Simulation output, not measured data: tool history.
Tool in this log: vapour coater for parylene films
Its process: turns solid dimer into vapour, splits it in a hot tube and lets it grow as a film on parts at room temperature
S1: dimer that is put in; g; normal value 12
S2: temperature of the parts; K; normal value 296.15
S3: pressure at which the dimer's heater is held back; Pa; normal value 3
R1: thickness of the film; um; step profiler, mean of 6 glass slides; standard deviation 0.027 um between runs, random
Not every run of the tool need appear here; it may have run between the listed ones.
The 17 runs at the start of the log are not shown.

run,hour,S1,S2,S3,R1
18,547.7,12,296.15,3.74,2.53
19,569.3,12,306.15,3,2
20,601.6,12,306.15,3,1.99
21,629.1,12,306.15,6.24,1.96
22,653.2,12,306.15,6.24,1.94
23,695.9,12,306.15,6.24,1.92
24,723.5,9,306.15,6.24,1.43
25,745.4,9,306.15,6.24,1.37
26,779.7,10,306.15,6.24,1.56
27,802.9,13,296.15,3,2.66
28,845.4,12,303.15,3.29,2.12
29,874.8,12,303.15,3.29,2.08
30,913.2,14,296.15,2.17,2.96
31,932.1,14,296.15,2.8,2.91
32,970.7,7,307.15,2.8,1.11
33,1003.2,8,302.15,9.09,1.31
34,1030.5,8,302.15,9.09,1.33
35,1054.5,13,296.15,5.7,2.5
36,1083,13,296.15,5.7,2.5
37,1125,13,296.15,5.7,2.48
38,1159.8,9,293.15,2.58,1.94
39,1194.6,13,296.15,8.06,2.38
40,1238,12,296.15,3.13,2.34

Here are 4 independent what-if runs from the current tool condition. What would each one return?
A,1262.1,7,293.15,11.94,?
B,1262.1,12,289.15,3,?
C,1262.1,21,296.15,3.13,?
D,1262.1,14,289.15,5.72,?

run,R1
A,1.38
B,2.76
C,4.05
D,3.17
With the hidden condition removed and each run's random variation left untouched, the same runs would have given:
run,R1
A,1.53
B,3.08
C,4.53
D,3.54
